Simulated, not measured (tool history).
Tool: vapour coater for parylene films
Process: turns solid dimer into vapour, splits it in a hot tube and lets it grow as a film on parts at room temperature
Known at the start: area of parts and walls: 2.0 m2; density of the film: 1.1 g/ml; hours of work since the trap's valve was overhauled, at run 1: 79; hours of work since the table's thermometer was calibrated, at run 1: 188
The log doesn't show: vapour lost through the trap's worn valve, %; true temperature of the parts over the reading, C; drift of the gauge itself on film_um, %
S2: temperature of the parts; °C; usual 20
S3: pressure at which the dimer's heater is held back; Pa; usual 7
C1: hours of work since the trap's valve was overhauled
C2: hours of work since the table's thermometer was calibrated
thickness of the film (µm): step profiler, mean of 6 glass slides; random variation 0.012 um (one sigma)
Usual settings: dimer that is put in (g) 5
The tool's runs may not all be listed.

{"run": 1, "hour": 0.0, "dimer that is put in (g)": 5, "S2": 20, "S3": 7, "C1": 79, "C2": 188, "thickness of the film (µm)": 1.52}
{"run": 2, "hour": 10.7, "dimer that is put in (g)": 5, "S2": 20, "S3": 7, "C1": 84, "C2": 193, "thickness of the film (µm)": 1.53}
{"run": 3, "hour": 20.2, "dimer that is put in (g)": 5, "S2": 20, "S3": 7, "C1": 88, "C2": 197, "thickness of the film (µm)": 1.51}
{"run": 4, "hour": 32.4, "dimer that is put in (g)": 5, "S2": 20, "S3": 7, "C1": 94, "C2": 203, "thickness of the film (µm)": 1.52}
{"run": 5, "hour": 44.6, "dimer that is put in (g)": 5, "S2": 20, "S3": 7, "C1": 100, "C2": 209, "thickness of the film (µm)": 1.56}
{"run": 6, "hour": 55.2, "dimer that is put in (g)": 5, "S2": 20, "S3": 5.58, "C1": 105, "C2": 214, "thickness of the film (µm)": 1.6}
{"run": 7, "hour": 67.3, "dimer that is put in (g)": 5, "S2": 20, "S3": 3.35, "C1": 111, "C2": 220, "thickness of the film (µm)": 1.77}
{"run": 8, "hour": 81.0, "dimer that is put in (g)": 5, "S2": 20, "S3": 7, "C1": 117, "C2": 226, "thickness of the film (µm)": 1.51}
{"run": 9, "hour": 91.9, "dimer that is put in (g)": 5, "S2": 20, "S3": 7, "C1": 122, "C2": 231, "thickness of the film (µm)": 1.51}
{"run": 10, "hour": 100.4, "dimer that is put in (g)": 5, "S2": 20, "S3": 7, "C1": 126, "C2": 235, "thickness of the film (µm)": 1.52}
{"hour": 102.9, "done": "table's thermometer calibrated"}
{"run": 11, "hour": 113.2, "dimer that is put in (g)": 5, "S2": 22, "S3": 7, "C1": 132, "C2": 5, "thickness of the film (µm)": 1.42}
{"run": 12, "hour": 123.9, "dimer that is put in (g)": 5, "S2": 15, "S3": 3.57, "C1": 137, "C2": 10, "thickness of the film (µm)": 2.07}
{"run": 13, "hour": 138.3, "dimer that is put in (g)": 3, "S2": 20, "S3": 11.46, "C1": 144, "C2": 17, "thickness of the film (µm)": 0.81}
{"hour": 140.1, "done": "table's thermometer calibrated, once more"}
{"run": 14, "hour": 146.7, "dimer that is put in (g)": 2, "S2": 20, "S3": 7.26, "C1": 147, "C2": 3, "thickness of the film (µm)": 0.62}
{"run": 15, "hour": 156.1, "dimer that is put in (g)": 5, "S2": 17, "S3": 7.26, "C1": 152, "C2": 8, "thickness of the film (µm)": 1.69}
{"run": 16, "hour": 165.1, "dimer that is put in (g)": 7, "S2": 27, "S3": 2.55, "C1": 156, "C2": 12, "thickness of the film (µm)": 2.05}
{"run": 17, "hour": 175.9, "dimer that is put in (g)": 4, "S2": 24, "S3": 2.55, "C1": 161, "C2": 17, "thickness of the film (µm)": 1.32}
{"run": 18, "hour": 190.2, "dimer that is put in (g)": 4, "S2": 24, "S3": 3.41, "C1": 168, "C2": 24, "thickness of the film (µm)": 1.21}
{"run": 19, "hour": 197.4, "dimer that is put in (g)": 4, "S2": 28, "S3": 2.33, "C1": 171, "C2": 27, "thickness of the film (µm)": 1.17}
{"run": 20, "hour": 211.1, "dimer that is put in (g)": 4, "S2": 28, "S3": 3.1, "C1": 178, "C2": 34, "thickness of the film (µm)": 1.08}
{"run": 21, "hour": 227.9, "dimer that is put in (g)": 4, "S2": 28, "S3": 3.1, "C1": 186, "C2": 42, "thickness of the film (µm)": 1.1}

The same runs without the tool's hidden state, with the same run-to-run variation:
run=1 thickness_of_the_film_(µm)=1.55
run=2 thickness_of_the_film_(µm)=1.56
run=3 thickness_of_the_film_(µm)=1.54
run=4 thickness_of_the_film_(µm)=1.55
run=5 thickness_of_the_film_(µm)=1.59
run=6 thickness_of_the_film_(µm)=1.64
run=7 thickness_of_the_film_(µm)=1.81
run=8 thickness_of_the_film_(µm)=1.55
run=9 thickness_of_the_film_(µm)=1.55
run=10 thickness_of_the_film_(µm)=1.57
run=11 thickness_of_the_film_(µm)=1.46
run=12 thickness_of_the_film_(µm)=2.13
run=13 thickness_of_the_film_(µm)=0.84
run=14 thickness_of_the_film_(µm)=0.63
run=15 thickness_of_the_film_(µm)=1.72
run=16 thickness_of_the_film_(µm)=2.1
run=17 thickness_of_the_film_(µm)=1.35
run=18 thickness_of_the_film_(µm)=1.24
run=19 thickness_of_the_film_(µm)=1.2
run=20 thickness_of_the_film_(µm)=1.11
run=21 thickness_of_the_film_(µm)=1.13
